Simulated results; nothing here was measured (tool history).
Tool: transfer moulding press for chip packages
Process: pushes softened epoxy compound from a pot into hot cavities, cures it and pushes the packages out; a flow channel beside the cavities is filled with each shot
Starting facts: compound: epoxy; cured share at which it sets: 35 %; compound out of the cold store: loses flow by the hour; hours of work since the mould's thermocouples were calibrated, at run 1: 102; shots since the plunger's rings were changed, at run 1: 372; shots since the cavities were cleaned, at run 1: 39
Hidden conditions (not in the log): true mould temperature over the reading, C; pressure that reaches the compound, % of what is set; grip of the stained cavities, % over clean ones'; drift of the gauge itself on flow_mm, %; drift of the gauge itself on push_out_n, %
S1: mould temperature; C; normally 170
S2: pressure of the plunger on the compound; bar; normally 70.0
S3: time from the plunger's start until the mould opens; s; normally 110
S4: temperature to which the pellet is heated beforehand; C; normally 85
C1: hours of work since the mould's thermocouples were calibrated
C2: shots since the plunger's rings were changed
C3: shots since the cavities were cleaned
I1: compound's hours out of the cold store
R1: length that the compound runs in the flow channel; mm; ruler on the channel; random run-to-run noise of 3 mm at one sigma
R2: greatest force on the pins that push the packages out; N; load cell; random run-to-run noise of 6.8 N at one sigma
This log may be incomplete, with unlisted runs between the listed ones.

| run | hour | S1 | S2 | S3 | S4 | C1 | C2 | C3 | I1 | R1 | R2 |
|---|---|---|---|---|---|---|---|---|---|---|---|
| 1 | 0.0 | 170 | 70.0 | 110 | 85 | 102 | 372 | 39 | 43.8 | 479 | 263 |
| 2 | 41.8 | 174 | 70.0 | 110 | 85 | 123 | 747 | 414 | 29.1 | 497 | 242 |
|  | 48.6 | cavities cleaned with cleaning compound and waxed |
| 3 | 97.3 | 170 | 57.2 | 110 | 85 | 150 | 1231 | 437 | 8.2 | 490 | 284 |
|  | 104.2 | cavities cleaned with cleaning compound and waxed |
|  | 162.8 | cavities cleaned with cleaning compound and waxed |
| 4 | 188.5 | 170 | 57.2 | 110 | 83 | 194 | 2022 | 231 | 39.9 | 437 | 266 |
|  | 217.8 | cavities cleaned with cleaning compound and waxed |
|  | 274.9 | cavities cleaned with cleaning compound and waxed |
| 5 | 274.9 | 170 | 75.9 | 110 | 85 | 236 | 2769 | 0 | 43.2 | 499 | 266 |
|  | 326.5 | cavities cleaned with cleaning compound and waxed |
| 6 | 345.8 | 170 | 70.0 | 104 | 85 | 271 | 3392 | 173 | 45.1 | 474 | 284 |
|  | 378.6 | cavities cleaned with cleaning compound and waxed |
| 7 | 398.4 | 170 | 70.0 | 102 | 85 | 297 | 3850 | 178 | 11.1 | 529 | 311 |
|  | 434.8 | cavities cleaned with cleaning compound and waxed |
| 8 | 444.5 | 170 | 70.0 | 102 | 85 | 319 | 4250 | 88 | 11.0 | 533 | 315 |
|  | 491.4 | cavities cleaned with cleaning compound and waxed |
| 9 | 496.9 | 170 | 70.0 | 102 | 85 | 345 | 4706 | 50 | 34.9 | 492 | 289 |
|  | 507.0 | plunger's sealing rings changed |
|  | 529.1 | mould's thermocouples calibrated |
|  | 548.1 | cavities cleaned with cleaning compound and waxed |
| 10 | 550.5 | 170 | 70.0 | 110 | 85 | 10 | 358 | 21 | 45.3 | 477 | 270 |
|  | 601.1 | cavities cleaned with cleaning compound and waxed |
| 11 | 619.3 | 170 | 70.0 | 110 | 85 | 44 | 962 | 163 | 34.5 | 494 | 257 |
|  | 654.6 | cavities cleaned with cleaning compound and waxed |
| 12 | 658.2 | 170 | 70.0 | 110 | 92 | 63 | 1298 | 33 | 31.2 | 500 | 257 |
|  | 708.5 | cavities cleaned with cleaning compound and waxed |
| 13 | 734.2 | 170 | 70.0 | 110 | 94 | 100 | 1966 | 231 | 33.2 | 499 | 273 |
|  | 763.0 | cavities cleaned with cleaning compound and waxed |
| 14 | 775.0 | 168 | 56.1 | 93 | 76 | 120 | 2318 | 108 | 15.3 | 472 | 457 |
|  | 817.6 | cavities cleaned with cleaning compound and waxed |
| 15 | 844.6 | 168 | 56.1 | 93 | 76 | 154 | 2928 | 242 | 22.6 | 463 | 422 |
|  | 871.8 | cavities cleaned with cleaning compound and waxed |
|  | 924.3 | cavities cleaned with cleaning compound and waxed |
| 16 | 935.9 | 165 | 72.7 | 137 | 91 | 198 | 3720 | 104 | 47.6 | 493 | 253 |
|  | 976.4 | cavities cleaned with cleaning compound and waxed |
| 17 | 1007.4 | 165 | 72.7 | 137 | 91 | 234 | 4348 | 278 | 19.6 | 536 | 262 |
|  | 1029.2 | cavities cleaned with cleaning compound and waxed |
|  | 1052.5 | plunger's sealing rings changed |
| 18 | 1059.2 | 165 | 72.1 | 135 | 78 | 258 | 60 | 247 | 11.7 | 549 | 274 |
|  | 1087.1 | cavities cleaned with cleaning compound and waxed |
| 19 | 1100.6 | 165 | 72.1 | 135 | 78 | 278 | 418 | 121 | 12.0 | 548 | 272 |
|  | 1141.6 | cavities cleaned with cleaning compound and waxed |
| 20 | 1141.6 | 176 | 72.1 | 116 | 78 | 298 | 772 | 0 | 18.5 | 519 | 235 |
|  | 1193.5 | cavities cleaned with cleaning compound and waxed |
| 21 | 1198.4 | 170 | 70.0 | 110 | 95 | 325 | 1268 | 44 | 25.4 | 512 | 271 |
|  | 1246.6 | cavities cleaned with cleaning compound and waxed |
| 22 | 1255.5 | 177 | 79.2 | 137 | 78 | 353 | 1767 | 80 | 24.5 | 535 | 229 |
|  | 1265.6 | mould's thermocouples calibrated |
|  | 1303.5 | cavities cleaned with cleaning compound and waxed |
| 23 | 1304.9 | 177 | 79.2 | 137 | 78 | 19 | 2178 | 12 | 27.7 | 529 | 211 |
|  | 1358.8 | cavities cleaned with cleaning compound and waxed |
| 24 | 1373.9 | 167 | 79.0 | 110 | 92 | 53 | 2783 | 135 | 13.5 | 564 | 324 |
|  | 1411.5 | cavities cleaned with cleaning compound and waxed |
| 25 | 1450.0 | 167 | 79.0 | 110 | 92 | 90 | 3453 | 346 | 16.6 | 559 | 318 |

5 options for the next run, each taken on its own from the tool as it stands now. Forecast them:
|  | 1466.0 | cavities cleaned with cleaning compound and waxed |
|  | 1519.1 | cavities cleaned with cleaning compound and waxed |
| A | 1544.3 | 162 | 85.2 | 110 | 95 | 136 | 4271 | 226 | 43.6 | ? | ? |
|  | 1466.0 | cavities cleaned with cleaning compound and waxed |
|  | 1519.1 | cavities cleaned with cleaning compound and waxed |
| B | 1544.3 | 170 | 70.0 | 98 | 85 | 136 | 4271 | 226 | 26.8 | ? | ? |
|  | 1466.0 | cavities cleaned with cleaning compound and waxed |
|  | 1519.1 | cavities cleaned with cleaning compound and waxed |
| C | 1544.3 | 174 | 70.0 | 114 | 90 | 136 | 4271 | 226 | 35.4 | ? | ? |
|  | 1466.0 | cavities cleaned with cleaning compound and waxed |
|  | 1519.1 | cavities cleaned with cleaning compound and waxed |
| D | 1544.3 | 170 | 70.0 | 110 | 86 | 136 | 4271 | 226 | 17.4 | ? | ? |
|  | 1466.0 | cavities cleaned with cleaning compound and waxed |
|  | 1519.1 | cavities cleaned with cleaning compound and waxed |
| E | 1544.3 | 175 | 70.0 | 96 | 89 | 136 | 4271 | 226 | 28.4 | ? | ? |

| run | R1 | R2 |
|---|---|---|
| A | 540 | 406 |
| B | 504 | 327 |
| C | 487 | 230 |
| D | 526 | 286 |
| E | 495 | 265 |
Without the tool's unlogged condition, the same runs would have read:
| run | R1 | R2 |
|---|---|---|
| A | 541 | 402 |
| B | 505 | 324 |
| C | 488 | 227 |
| D | 527 | 283 |
| E | 496 | 262 |
